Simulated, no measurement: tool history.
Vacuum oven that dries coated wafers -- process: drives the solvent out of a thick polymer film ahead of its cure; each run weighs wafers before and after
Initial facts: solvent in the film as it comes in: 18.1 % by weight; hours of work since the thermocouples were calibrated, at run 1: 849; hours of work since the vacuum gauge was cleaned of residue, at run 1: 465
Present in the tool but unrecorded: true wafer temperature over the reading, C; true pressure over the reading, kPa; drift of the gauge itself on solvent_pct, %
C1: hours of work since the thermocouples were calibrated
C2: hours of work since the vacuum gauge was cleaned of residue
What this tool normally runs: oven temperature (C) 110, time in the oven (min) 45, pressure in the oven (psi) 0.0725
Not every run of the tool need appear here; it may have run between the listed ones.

run 1 hour=0 | oven_temperature_(C)=110 time_in_the_oven_(min)=45 pressure_in_the_oven_(psi)=0.0725 | C1=849 C2=465 | solvent_left_in_the_film_(%)=2.91
-- hour=7.6 oven's thermocouples calibrated
run 2 hour=16.9 | oven_temperature_(C)=110 time_in_the_oven_(min)=45 pressure_in_the_oven_(psi)=0.0725 | C1=7 C2=476 | solvent_left_in_the_film_(%)=2.97
run 3 hour=34.5 | oven_temperature_(C)=110 time_in_the_oven_(min)=48 pressure_in_the_oven_(psi)=0.0725 | C1=20 C2=489 | solvent_left_in_the_film_(%)=2.75
run 4 hour=47.3 | oven_temperature_(C)=110 time_in_the_oven_(min)=48 pressure_in_the_oven_(psi)=0.0725 | C1=30 C2=499 | solvent_left_in_the_film_(%)=2.73
run 5 hour=63.5 | oven_temperature_(C)=110 time_in_the_oven_(min)=60 pressure_in_the_oven_(psi)=0.0725 | C1=42 C2=511 | solvent_left_in_the_film_(%)=1.86
run 6 hour=74.7 | oven_temperature_(C)=110 time_in_the_oven_(min)=60 pressure_in_the_oven_(psi)=0.0725 | C1=51 C2=520 | solvent_left_in_the_film_(%)=1.89
run 7 hour=87.7 | oven_temperature_(C)=110 time_in_the_oven_(min)=23 pressure_in_the_oven_(psi)=0.0725 | C1=61 C2=530 | solvent_left_in_the_film_(%)=6.34
run 8 hour=96.3 | oven_temperature_(C)=105 time_in_the_oven_(min)=22 pressure_in_the_oven_(psi)=0.0725 | C1=67 C2=536 | solvent_left_in_the_film_(%)=8.02
run 9 hour=104.7 | oven_temperature_(C)=103 time_in_the_oven_(min)=58 pressure_in_the_oven_(psi)=0.0418 | C1=74 C2=543 | solvent_left_in_the_film_(%)=3.39
run 10 hour=115.3 | oven_temperature_(C)=103 time_in_the_oven_(min)=47 pressure_in_the_oven_(psi)=0.1195 | C1=82 C2=551 | solvent_left_in_the_film_(%)=4.9
run 11 hour=125.1 | oven_temperature_(C)=103 time_in_the_oven_(min)=47 pressure_in_the_oven_(psi)=0.1195 | C1=89 C2=558 | solvent_left_in_the_film_(%)=4.88
run 12 hour=135.4 | oven_temperature_(C)=103 time_in_the_oven_(min)=47 pressure_in_the_oven_(psi)=0.1195 | C1=97 C2=566 | solvent_left_in_the_film_(%)=4.85

4 options for the next run, each taken on its own from the tool as it stands now. Forecast them:
run A hour=143.2 | oven_temperature_(C)=120 time_in_the_oven_(min)=27 pressure_in_the_oven_(psi)=0.0706 | C1=103 C2=572 | solvent_left_in_the_film_(%)=?
run B hour=143.2 | oven_temperature_(C)=124 time_in_the_oven_(min)=79 pressure_in_the_oven_(psi)=0.2038 | C1=103 C2=572 | solvent_left_in_the_film_(%)=?
run C hour=143.2 | oven_temperature_(C)=107 time_in_the_oven_(min)=45 pressure_in_the_oven_(psi)=0.0554 | C1=103 C2=572 | solvent_left_in_the_film_(%)=?
run D hour=143.2 | oven_temperature_(C)=106 time_in_the_oven_(min)=45 pressure_in_the_oven_(psi)=0.173 | C1=103 C2=572 | solvent_left_in_the_film_(%)=?

run=A solvent_left_in_the_film_(%)=2.87
run=B solvent_left_in_the_film_(%)=0.77
run=C solvent_left_in_the_film_(%)=3.61
run=D solvent_left_in_the_film_(%)=4.43
Without the tool's hidden state the same runs would have given:
run=A solvent_left_in_the_film_(%)=2.87
run=B solvent_left_in_the_film_(%)=0.77
run=C solvent_left_in_the_film_(%)=3.61
run=D solvent_left_in_the_film_(%)=4.43
